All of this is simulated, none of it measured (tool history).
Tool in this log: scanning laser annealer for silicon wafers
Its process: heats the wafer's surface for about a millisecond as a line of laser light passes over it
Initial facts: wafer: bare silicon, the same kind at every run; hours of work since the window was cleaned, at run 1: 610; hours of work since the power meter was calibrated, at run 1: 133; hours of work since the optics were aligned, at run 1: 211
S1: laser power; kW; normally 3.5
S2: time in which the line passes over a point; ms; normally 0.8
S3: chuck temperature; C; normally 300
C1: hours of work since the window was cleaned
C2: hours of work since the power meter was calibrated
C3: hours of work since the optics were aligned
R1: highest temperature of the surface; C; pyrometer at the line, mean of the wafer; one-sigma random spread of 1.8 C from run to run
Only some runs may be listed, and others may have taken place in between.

run     day     S1     S2   S3   C1   C2   C3    R1
  1       0    3.5    0.8  300  610  133  211  1024
  2   3.538  3.343    0.8  300  665  189  267   988
  3   5.458  3.343    0.8  300  695  218  296   987
  4   7.888    3.5  0.776  300  733  256  334  1005
     11.283  -- window over the wafer cleaned
  5  11.512    3.5  0.776  301    4  311  389  1030
  6  13.762    3.5  0.776  301   39  346  424  1028
  7  15.392    3.5  0.776  301   64  372  450  1025
  8  16.896    3.5  0.776  301   87  395  473  1025
  9  19.896    3.5    0.8  293  134  442  520  1026
 10  22.817    3.5    0.8  293  180  487  565  1024
 11  25.958    3.5    0.8  293  228  536  614  1018
 12  29.029    3.5    0.8  320  276  584  662  1043
 13  31.892    3.5    0.8  300  321  629  707  1023
 14  33.838    3.5    0.8  300  351  659  737  1020
     34.438  -- optics aligned, line set to its width
 15  36.754    3.5   0.67  300  393  701   36   963

Estimate the outcome of run 16 from the log above:
 16  39.658  3.5  0.67  300  438  746  81   ?

{"run 16": {"R1": 960}}
With the hidden condition absent and the run-to-run variation left alone, this run would have shown R1 979 C.
